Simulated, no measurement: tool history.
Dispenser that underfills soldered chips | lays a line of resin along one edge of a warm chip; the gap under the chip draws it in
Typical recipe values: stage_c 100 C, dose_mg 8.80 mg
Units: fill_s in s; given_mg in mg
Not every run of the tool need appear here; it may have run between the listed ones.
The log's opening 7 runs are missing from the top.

run,hour,stage_c,dose_mg,hours of work since the syringe was changed,hours of work since the valve was cleaned,hours of work since the stage was calibrated,fill_s,given_mg
# hour 62.1: new syringe of resin
# hour 70.6: new syringe of resin
8,72.4,112,8.80,1,62,368,138.8,8.30
# hour 79.0: new syringe of resin
# hour 85.8: dispensing valve cleaned and set on the balance
9,87.1,112,8.80,5,1,378,157.0,8.82
# hour 88.8: new syringe of resin
# hour 97.3: new syringe of resin
10,98.9,112,8.80,1,9,386,135.2,8.76
# hour 105.3: new syringe of resin
# hour 113.5: new syringe of resin
11,113.5,112,8.80,0,19,395,130.6,8.81
# hour 121.7: new syringe of resin
12,128.3,112,8.36,5,29,405,156.2,8.16
# hour 129.9: new syringe of resin
# hour 138.4: new syringe of resin
13,139.5,112,8.36,1,36,413,135.0,8.09
# hour 147.2: new syringe of resin
14,149.9,112,8.36,2,43,420,141.3,8.12
# hour 155.9: new syringe of resin
15,162.0,100,8.80,4,51,428,215.9,8.38
# hour 164.7: new syringe of resin
16,169.9,100,8.80,4,57,433,210.4,8.38
# hour 172.6: new syringe of resin
17,177.1,100,8.80,3,61,438,202.5,8.26
# hour 180.6: new syringe of resin
18,185.5,100,8.80,3,67,444,206.6,8.26
# hour 188.5: new syringe of resin
# hour 191.5: dispensing valve cleaned and set on the balance
# hour 198.2: new syringe of resin
19,200.9,107,7.64,2,6,454,167.2,7.58
# hour 206.5: new syringe of resin
20,210.7,107,7.64,3,13,460,169.8,7.59
# hour 214.9: new syringe of resin
# hour 222.7: new syringe of resin
21,225.9,112,8.65,2,23,470,140.6,8.43
# hour 231.7: new syringe of resin
# hour 240.3: new syringe of resin
22,240.3,109,10.11,0,33,480,137.3,9.79
# hour 248.3: new syringe of resin
23,250.3,95,8.23,1,40,487,225.8,7.79
# hour 257.2: new syringe of resin
24,257.2,104,11.23,0,44,491,155.0,10.74

What will run 25 give?
# hour 265.8: new syringe of resin
25,271.8,104,11.23,4,54,501,?,?

fill_s: 182.1 s
given_mg: 10.73 mg
With the hidden condition absent and the run-to-run variation left alone, this run would have shown fill_s 168.2 s, given_mg 11.29 mg.
